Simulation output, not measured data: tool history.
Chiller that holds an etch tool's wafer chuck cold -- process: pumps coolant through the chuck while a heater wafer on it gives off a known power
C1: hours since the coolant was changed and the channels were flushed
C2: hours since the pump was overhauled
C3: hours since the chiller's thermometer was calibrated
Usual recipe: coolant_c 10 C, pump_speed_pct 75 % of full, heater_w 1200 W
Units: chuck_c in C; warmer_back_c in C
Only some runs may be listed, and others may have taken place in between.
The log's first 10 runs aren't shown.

{"run": 11, "hour": 1258.8, "coolant_c": 11, "pump_speed_pct": 75, "heater_w": 1200, "C1": 10601, "C2": 8919, "C3": 2594, "chuck_c": 29.5, "warmer_back_c": 4.01}
{"run": 12, "hour": 1415.0, "coolant_c": 11, "pump_speed_pct": 75, "heater_w": 1200, "C1": 10757, "C2": 9075, "C3": 2751, "chuck_c": 29.6, "warmer_back_c": 3.95}
{"run": 13, "hour": 1614.5, "coolant_c": 11, "pump_speed_pct": 75, "heater_w": 1200, "C1": 10957, "C2": 9275, "C3": 2950, "chuck_c": 29.7, "warmer_back_c": 4.01}
{"run": 14, "hour": 1702.9, "coolant_c": 11, "pump_speed_pct": 75, "heater_w": 1200, "C1": 11045, "C2": 9363, "C3": 3038, "chuck_c": 29.8, "warmer_back_c": 4.0}
{"hour": 1798.9, "done": "chiller's thermometer calibrated"}
{"run": 15, "hour": 1881.4, "coolant_c": 11, "pump_speed_pct": 75, "heater_w": 1456, "C1": 11223, "C2": 9541, "C3": 83, "chuck_c": 33.5, "warmer_back_c": 4.87}
{"hour": 1955.6, "done": "coolant changed, channels flushed"}
{"run": 16, "hour": 2024.2, "coolant_c": 11, "pump_speed_pct": 75, "heater_w": 1456, "C1": 69, "C2": 9678, "C3": 219, "chuck_c": 27.8, "warmer_back_c": 4.9}
{"run": 17, "hour": 2137.6, "coolant_c": 13, "pump_speed_pct": 64, "heater_w": 1084, "C1": 182, "C2": 9791, "C3": 333, "chuck_c": 27.3, "warmer_back_c": 4.31}
{"run": 18, "hour": 2295.4, "coolant_c": 13, "pump_speed_pct": 64, "heater_w": 1084, "C1": 340, "C2": 9949, "C3": 490, "chuck_c": 27.4, "warmer_back_c": 4.32}
{"run": 19, "hour": 2462.1, "coolant_c": 11, "pump_speed_pct": 72, "heater_w": 691, "C1": 506, "C2": 10115, "C3": 657, "chuck_c": 19.5, "warmer_back_c": 2.45}

Run 20, settings as shown, results not yet in. Your forecast:
{"run": 20, "hour": 2624.0, "coolant_c": 15, "pump_speed_pct": 81, "heater_w": 734, "C1": 668, "C2": 10277, "C3": 819, "chuck_c": "?", "warmer_back_c": "?"}

chuck_c: 23.2 C
warmer_back_c: 2.30 C
Take away the tool's hidden state, keep the run-to-run variation as it was, and the same run would have given chuck_c 22.4 C, warmer_back_c 2.10 C.
